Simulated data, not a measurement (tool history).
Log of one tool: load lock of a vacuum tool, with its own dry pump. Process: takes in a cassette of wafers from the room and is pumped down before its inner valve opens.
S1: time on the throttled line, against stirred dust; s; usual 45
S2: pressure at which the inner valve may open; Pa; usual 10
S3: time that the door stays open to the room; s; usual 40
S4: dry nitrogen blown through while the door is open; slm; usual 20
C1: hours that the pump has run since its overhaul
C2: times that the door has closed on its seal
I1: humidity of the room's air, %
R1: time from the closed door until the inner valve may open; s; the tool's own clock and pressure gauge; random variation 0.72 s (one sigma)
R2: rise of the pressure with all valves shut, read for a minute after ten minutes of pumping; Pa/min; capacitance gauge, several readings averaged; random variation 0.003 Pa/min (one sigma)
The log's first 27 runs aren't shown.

| run | hour | S1 | S2 | S3 | S4 | C1 | C2 | I1 | R1 | R2 |
|---|---|---|---|---|---|---|---|---|---|---|
| 28 | 4577.6 | 32 | 10 | 30 | 17 | 8372 | 2844 | 46.5 | 110.2 | 0.028 |
| 29 | 4711.6 | 65 | 14 | 40 | 20 | 8506 | 3232 | 45 | 132.2 | 0.025 |
| 30 | 4828.5 | 65 | 10 | 40 | 20 | 8623 | 3571 | 44.8 | 133.9 | 0.027 |
| 31 | 4968.3 | 45 | 10 | 57 | 18 | 8763 | 3977 | 46.3 | 119.5 | 0.034 |
| 32 | 5185.4 | 45 | 10 | 57 | 18 | 8980 | 4606 | 48.3 | 120 | 0.03 |
| 33 | 5352.9 | 45 | 10 | 57 | 18 | 9147 | 5092 | 48.6 | 119.9 | 0.035 |
| 34 | 5484.3 | 45 | 12 | 57 | 16 | 9279 | 5473 | 47.7 | 118.1 | 0.036 |
| 35 | 5673.5 | 43 | 10 | 82 | 17 | 9468 | 6022 | 46.6 | 119.5 | 0.046 |
| 36 | 5881.2 | 45 | 9 | 214 | 20 | 9675 | 6624 | 47.2 | 121 | 0.045 |
| 37 | 6004.7 | 45 | 9 | 214 | 20 | 9799 | 6982 | 44.9 | 123.8 | 0.043 |

4 ways to go on from here, each from the tool as it stands after run 37. What would each give?
| A | 6143.7 | 47 | 10 | 40 | 20 | 9938 | 7385 | 44.6 | ? | ? |
| B | 6143.7 | 45 | 18 | 61 | 20 | 9938 | 7385 | 45.6 | ? | ? |
| C | 6143.7 | 45 | 18 | 40 | 20 | 9938 | 7385 | 42.7 | ? | ? |
| D | 6143.7 | 45 | 9 | 214 | 5 | 9938 | 7385 | 44.7 | ? | ? |

| run | R1 | R2 |
|---|---|---|
| A | 122 | 0.04 |
| B | 115.1 | 0.043 |
| C | 115.3 | 0.04 |
| D | 122.7 | 0.079 |
Without the tool's hidden state the same runs would have given:
| run | R1 | R2 |
|---|---|---|
| A | 109.7 | 0.016 |
| B | 103.8 | 0.02 |
| C | 103.9 | 0.016 |
| D | 110 | 0.055 |
